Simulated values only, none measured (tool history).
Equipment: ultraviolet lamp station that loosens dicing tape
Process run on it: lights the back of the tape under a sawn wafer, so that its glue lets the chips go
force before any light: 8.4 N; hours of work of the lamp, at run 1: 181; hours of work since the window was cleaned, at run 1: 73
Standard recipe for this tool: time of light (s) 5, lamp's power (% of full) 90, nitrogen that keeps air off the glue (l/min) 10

run	day	time of light (s)	lamp's power (% of full)	nitrogen that keeps air off the glue (l/min)	hours of work of the lamp	hours of work since the window was cleaned	force that peels the tape off (N)	light that reached the tape (mJ/cm²)
1	0	5	90	10	181	73	0.416	505
2	0.679	5	90	10	188	80	0.437	505
3	1.746	5	90	10	199	91	0.454	496
4	2.529	5	90	10	208	100	0.445	496
5	3.054	5	90	10	213	105	0.462	494
6	4.121	3	90	10	225	116	1.24	296
7	5.008	3	90	10	234	126	1.313	292
8	6.058	5	100	10	245	137	0.397	534
9	6.775	5	100	10	253	145	0.397	528
10	7.475	6	77	3	260	152	1.102	490
11	8.412	2	75	3	270	162	4.122	155
12	9.383	3	80	3	280	172	2.863	248
13	10.504	2	68	7	292	184	3.737	140
# day 10.621: window cleaned of glue's vapour
14	11.375	2	68	7	301	8	3.867	131
15	12.217	4	70	4	310	17	2.296	268

Expected results for the next run?
16	13.317	6	70	4	322	29	?	?

Run 16 measured force that peels the tape off (N) 1.301, light that reached the tape (mJ/cm²) 396.
Minus the tool's unlogged condition, the same run would have read force that peels the tape off (N) 0.781, light that reached the tape (mJ/cm²) 520.
